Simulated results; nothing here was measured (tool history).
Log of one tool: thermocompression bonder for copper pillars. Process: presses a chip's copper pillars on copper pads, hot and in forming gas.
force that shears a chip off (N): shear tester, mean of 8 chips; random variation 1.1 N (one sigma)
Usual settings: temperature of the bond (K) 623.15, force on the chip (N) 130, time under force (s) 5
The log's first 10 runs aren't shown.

| run | hour | temperature of the bond (K) | force on the chip (N) | time under force (s) | force that shears a chip off (N) |
|---|---|---|---|---|---|
| 11 | 292.4 | 623.15 | 130 | 4 | 81.9 |
| 12 | 334.7 | 623.15 | 130 | 4 | 80.3 |
| 13 | 378.7 | 623.15 | 130 | 5 | 83.9 |
| 14 | 407.2 | 623.15 | 130 | 5 | 83.0 |
| 15 | 447.7 | 630.15 | 130 | 5 | 83.8 |
|  | 469.1 | forming gas filter changed |
| 16 | 496.0 | 630.15 | 130 | 5 | 89.7 |
| 17 | 520.4 | 623.15 | 130 | 5 | 88.4 |
| 18 | 553.1 | 623.15 | 130 | 5 | 89.0 |
| 19 | 598.7 | 623.15 | 130 | 3 | 73.5 |
| 20 | 619.1 | 623.15 | 130 | 3 | 71.7 |
| 21 | 650.0 | 642.15 | 140 | 5 | 95.7 |
| 22 | 675.4 | 623.15 | 130 | 14 | 106.2 |
| 23 | 701.6 | 623.15 | 130 | 14 | 104.6 |
| 24 | 747.3 | 623.15 | 130 | 14 | 106.6 |
|  | 754.9 | forming gas filter changed |
| 25 | 788.5 | 612.15 | 180 | 5 | 102.9 |
| 26 | 816.9 | 630.15 | 130 | 10 | 104.9 |
| 27 | 861.8 | 623.15 | 110 | 3 | 62.4 |
| 28 | 890.0 | 623.15 | 130 | 12 | 105.3 |
| 29 | 915.2 | 623.15 | 92 | 9 | 76.6 |
| 30 | 955.9 | 623.15 | 92 | 9 | 75.8 |
| 31 | 980.9 | 646.15 | 130 | 12 | 108.0 |
| 32 | 1011.0 | 649.15 | 89 | 6 | 74.8 |
|  | 1037.4 | forming gas filter changed |
| 33 | 1047.2 | 649.15 | 89 | 6 | 81.1 |
| 34 | 1086.0 | 649.15 | 89 | 8 | 86.1 |
| 35 | 1131.9 | 649.15 | 89 | 8 | 86.7 |

The next listed run, before its measurement:
| 36 | 1175.8 | 623.15 | 181 | 3 | ? |

{"run 36": {"force that shears a chip off (N)": 89.2}}
Without the tool's hidden state the same run would have given force that shears a chip off (N) 98.9.

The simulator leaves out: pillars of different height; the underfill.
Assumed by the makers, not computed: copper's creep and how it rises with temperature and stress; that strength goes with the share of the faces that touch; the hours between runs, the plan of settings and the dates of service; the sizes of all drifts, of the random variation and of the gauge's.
